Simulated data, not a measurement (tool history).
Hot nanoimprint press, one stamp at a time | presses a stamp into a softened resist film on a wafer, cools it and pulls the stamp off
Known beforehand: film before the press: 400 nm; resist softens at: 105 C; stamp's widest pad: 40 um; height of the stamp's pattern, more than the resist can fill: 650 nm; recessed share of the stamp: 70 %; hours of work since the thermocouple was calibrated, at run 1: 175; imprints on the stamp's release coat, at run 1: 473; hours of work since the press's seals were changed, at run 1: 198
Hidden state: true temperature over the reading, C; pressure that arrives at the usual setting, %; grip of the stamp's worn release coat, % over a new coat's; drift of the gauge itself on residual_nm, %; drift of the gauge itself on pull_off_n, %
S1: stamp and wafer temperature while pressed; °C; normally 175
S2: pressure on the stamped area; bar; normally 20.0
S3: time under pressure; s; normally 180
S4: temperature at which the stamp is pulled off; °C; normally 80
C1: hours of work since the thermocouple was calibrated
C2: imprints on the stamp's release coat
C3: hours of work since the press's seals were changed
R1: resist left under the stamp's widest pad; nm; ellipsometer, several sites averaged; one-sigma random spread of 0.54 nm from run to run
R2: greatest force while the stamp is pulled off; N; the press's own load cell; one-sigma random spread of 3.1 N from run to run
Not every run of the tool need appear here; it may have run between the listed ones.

Run 1, day 0.000: usual settings; C1 175; C2 473; C3 198. Result: R1 143.5 nm, R2 153 N.
At day 1.108: stamp cleaned and given a new release coat.
Run 2, day 2.125: usual settings; C1 208; C2 107; C3 232. Result: R1 144.2 nm, R2 146 N.
Run 3, day 3.200: usual settings but S3 107 s; C1 228; C2 219; C3 251. Result: R1 171.7 nm, R2 143 N.
Run 4, day 4.967: usual settings but S2 19.6 bar; C1 259; C2 405; C3 283. Result: R1 146.1 nm, R2 148 N.
At day 6.738: stamp cleaned and given a new release coat.
Run 5, day 6.738: usual settings but S2 19.6 bar; C1 286; C2 0; C3 310. Result: R1 145.8 nm, R2 153 N.
Run 6, day 8.829: usual settings but S2 19.6 bar; C1 324; C2 220; C3 347. Result: R1 145.1 nm, R2 146 N.
Run 7, day 10.458: usual settings; C1 353; C2 391; C3 376. Result: R1 144.4 nm, R2 145 N.
Run 8, day 11.521: usual settings; C1 372; C2 502; C3 395. Result: R1 143.3 nm, R2 155 N.
At day 12.383: stamp cleaned and given a new release coat.
Run 9, day 12.979: usual settings; C1 393; C2 63; C3 417. Result: R1 144.9 nm, R2 150 N.
Run 10, day 14.592: usual settings but S1 177 °C; C1 422; C2 232; C3 445. Result: R1 134.1 nm, R2 148 N.
At day 15.629: plate thermocouple calibrated.
Run 11, day 16.271: usual settings but S1 177 °C; C1 12; C2 395; C3 473. Result: R1 134.4 nm, R2 148 N.
Run 12, day 17.788: usual settings but S4 67 °C; C1 39; C2 554; C3 500. Result: R1 144.6 nm, R2 189 N.
At day 18.167: stamp cleaned and given a new release coat.
Run 13, day 20.329: usual settings but S4 67 °C; C1 79; C2 227; C3 541. Result: R1 143.6 nm, R2 195 N.
Run 14, day 21.350: usual settings but S2 15.8 bar; C1 98; C2 334; C3 559. Result: R1 165.6 nm, R2 149 N.
Run 15, day 22.629: usual settings but S2 15.8 bar; C1 121; C2 468; C3 582. Result: R1 164.9 nm, R2 150 N.
At day 23.804: stamp cleaned and given a new release coat.
Run 16, day 24.892: usual settings but S2 14.5 bar; C1 156; C2 114; C3 618. Result: R1 173.1 nm, R2 151 N.
Run 17, day 26.262: usual settings but S2 14.5 bar; C1 181; C2 258; C3 643. Result: R1 173.5 nm, R2 146 N.
Run 18, day 27.279: usual settings but S1 183 °C, S2 19.7 bar, S3 126 s; C1 199; C2 365; C3 661. Result: R1 126.7 nm, R2 148 N.
Run 19, day 28.371: usual settings but S1 174 °C, S2 16.2 bar; C1 219; C2 479; C3 680. Result: R1 167.2 nm, R2 148 N.
At day 29.412: stamp cleaned and given a new release coat.
Run 20, day 29.992: usual settings but S2 12.4 bar, S3 286 s, S4 77 °C; C1 243; C2 61; C3 705. Result: R1 162.4 nm, R2 158 N.
At day 31.296: press's hydraulic seals changed and the load cell set to zero.
Run 21, day 31.983: usual settings but S1 177 °C, S2 15.7 bar, S3 214 s, S4 71 °C; C1 273; C2 235; C3 12. Result: R1 145.7 nm, R2 181 N.
Run 22, day 33.133: usual settings but S1 167 °C; C1 293; C2 356; C3 33. Result: R1 190.8 nm, R2 150 N.
At day 35.462: stamp cleaned and given a new release coat.
Run 23, day 35.583: usual settings but S1 167 °C; C1 332; C2 12; C3 72. Result: R1 192.2 nm, R2 142 N.
Run 24, day 37.242: usual settings but S1 167 °C, S2 27.0 bar; C1 362; C2 186; C3 102. Result: R1 161.3 nm, R2 154 N.
Run 25, day 39.188: usual settings but S1 167 °C, S2 27.0 bar, S4 70 °C; C1 397; C2 391; C3 136. Result: R1 160.7 nm, R2 185 N.
At day 41.100: stamp cleaned and given a new release coat.
Run 26, day 41.554: usual settings but S2 22.1 bar, S3 231 s; C1 435; C2 48; C3 174. Result: R1 124.0 nm, R2 150 N.
At day 41.858: plate thermocouple calibrated.
Run 27, day 42.738: usual settings but S1 179 °C, S2 28.6 bar, S3 92 s, S4 69 °C; C1 16; C2 159; C3 193. Result: R1 127.4 nm, R2 181 N.
Run 28, day 45.108: usual settings but S1 179 °C, S2 28.6 bar, S3 92 s, S4 69 °C; C1 58; C2 407; C3 235. Result: R1 128.9 nm, R2 180 N.
Run 29, day 46.425: usual settings but S4 70 °C; C1 82; C2 545; C3 259. Result: R1 143.6 nm, R2 176 N.

Each row is a separate what-if for the run after 29, all from the same tool condition, not one after another. Results?
At day 46.867: stamp cleaned and given a new release coat.
Run A, day 48.338: usual settings but S1 167 °C, S3 315 s, S4 70 °C; C1 111; C2 154; C3 289. Result: R1 ?, R2 ?.
At day 46.867: stamp cleaned and given a new release coat.
Run B, day 48.338: usual settings but S1 185 °C, S2 27.5 bar, S4 75 °C; C1 111; C2 154; C3 289. Result: R1 ?, R2 ?.
At day 46.867: stamp cleaned and given a new release coat.
Run C, day 48.338: usual settings but S1 170 °C; C1 111; C2 154; C3 289. Result: R1 ?, R2 ?.
At day 46.867: stamp cleaned and given a new release coat.
Run D, day 48.338: usual settings but S1 167 °C, S3 103 s, S4 70 °C; C1 111; C2 154; C3 289. Result: R1 ?, R2 ?.

run     R1   R2
  A  157.8  183
  B   85.9  175
  C  170.4  156
  D  225.7  181
Had the tool no hidden state, the same runs would have come out as:
run     R1   R2
  A  157.8  182
  B   85.9  175
  C  170.3  155
  D  225.6  180
